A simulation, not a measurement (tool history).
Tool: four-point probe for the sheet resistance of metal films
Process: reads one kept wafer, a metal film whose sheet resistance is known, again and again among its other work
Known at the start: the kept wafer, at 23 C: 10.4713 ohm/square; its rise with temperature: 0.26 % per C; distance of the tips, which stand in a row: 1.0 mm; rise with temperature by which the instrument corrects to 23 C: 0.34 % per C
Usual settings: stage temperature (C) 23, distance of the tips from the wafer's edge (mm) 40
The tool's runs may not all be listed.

run	hour	stage temperature (C)	distance of the tips from the wafer's edge (mm)	sheet resistance as the instrument gives it (ohm/square)
1	0	23	40	10.469845
2	60.5	23	40	10.467397
3	161.5	23	40	10.465386
4	271.9	23	40	10.457703
# hour 329.3: stage's thermometer calibrated
5	375.1	23	40	10.460607
6	511.2	23	40	10.458677
7	645.1	23	40	10.4516
8	754.7	32	40	10.383468
9	883.4	32	40	10.378376
10	1010.7	32	40	10.373703
11	1084.7	32	40	10.371989
12	1198.1	18	4	10.806922
13	1258	26	4	10.745433
14	1328.7	26	4	10.742043
15	1459.2	23	64	10.422802
16	1601.8	31	4	10.69287
17	1694.9	30	16	10.382917
18	1755	27	29	10.382678
19	1893.6	19	10	10.489876
20	2024.9	25	13	10.417041
21	2091.7	23	37	10.402099

Measured less the same run without the tool's hidden state. The same run-to-run variation is in both; the gauge's scatter may not be:
The hidden state here: inner tips' distance over the nominal, %; tips' flats over new ones', %; wafer's true temperature over the reading, C; drift of the gauge itself on sheet_ohm, %.
run	sheet resistance as the instrument gives it (ohm/square)
1	-0.003513
2	-0.005728
3	-0.009773
4	-0.013965
5	-0.012578
6	-0.017735
7	-0.022717
8	-0.026059
9	-0.030883
10	-0.035704
11	-0.03867
12	-0.044654
13	-0.046583
14	-0.04936
15	-0.052922
16	-0.058998
17	-0.060875
18	-0.06323
19	-0.069012
20	-0.073602
21	-0.076218

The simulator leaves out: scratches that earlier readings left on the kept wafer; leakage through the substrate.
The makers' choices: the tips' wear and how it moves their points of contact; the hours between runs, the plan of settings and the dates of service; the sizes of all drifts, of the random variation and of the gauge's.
